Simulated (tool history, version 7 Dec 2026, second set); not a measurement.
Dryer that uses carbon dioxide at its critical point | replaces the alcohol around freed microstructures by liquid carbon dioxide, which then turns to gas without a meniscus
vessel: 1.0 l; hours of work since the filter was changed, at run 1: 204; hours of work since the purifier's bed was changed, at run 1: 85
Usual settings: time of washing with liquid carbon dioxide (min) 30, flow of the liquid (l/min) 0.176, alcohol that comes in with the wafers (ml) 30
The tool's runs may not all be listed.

| run | hour | time of washing with liquid carbon dioxide (min) | flow of the liquid (l/min) | alcohol that comes in with the wafers (ml) | hours of work since the filter was changed | hours of work since the purifier's bed was changed | alcohol left in the vessel before it's heated (ppm by volume) |
|---|---|---|---|---|---|---|---|
| 1 | 0.0 | 30 | 0.176 | 30 | 204 | 85 | 783 |
| 2 | 14.4 | 30 | 0.176 | 30 | 212 | 93 | 752 |
| 3 | 29.7 | 30 | 0.176 | 30 | 221 | 102 | 776 |
| 4 | 36.2 | 30 | 0.176 | 30 | 225 | 105 | 776 |
| 5 | 45.6 | 30 | 0.176 | 78 | 230 | 111 | 2023 |
| 6 | 55.1 | 30 | 0.258 | 30 | 235 | 116 | 172 |
| 7 | 65.0 | 30 | 0.258 | 30 | 241 | 121 | 164 |
| 8 | 77.5 | 30 | 0.176 | 30 | 248 | 128 | 811 |
| 9 | 91.7 | 30 | 0.176 | 30 | 256 | 136 | 805 |
| 10 | 98.2 | 22 | 0.252 | 36 | 259 | 140 | 810 |
| 11 | 109.0 | 22 | 0.252 | 36 | 265 | 146 | 835 |
| 12 | 121.3 | 42 | 0.247 | 23 | 272 | 153 | 36 |
| 13 | 136.2 | 42 | 0.247 | 23 | 281 | 161 | 50 |
| 14 | 150.5 | 39 | 0.255 | 98 | 289 | 169 | 134 |
| 15 | 163.5 | 45 | 0.176 | 33 | 296 | 177 | 161 |
| 16 | 174.2 | 21 | 0.123 | 57 | 302 | 183 | 9580 |
| 17 | 182.8 | 40 | 0.247 | 28 | 307 | 187 | 52 |

3 ways to go on from here, each from the tool as it stands after run 17. What would each give?
| A | 190.5 | 30 | 0.176 | 30 | 311 | 192 | ? |
| B | 190.5 | 21 | 0.247 | 57 | 311 | 192 | ? |
| C | 190.5 | 33 | 0.176 | 30 | 311 | 192 | ? |

| run | alcohol left in the vessel before it's heated (ppm by volume) |
|---|---|
| A | 832 |
| B | 1682 |
| C | 586 |
Without the tool's hidden state the same runs would have given:
| run | alcohol left in the vessel before it's heated (ppm by volume) |
|---|---|
| A | 691 |
| B | 1418 |
| C | 473 |
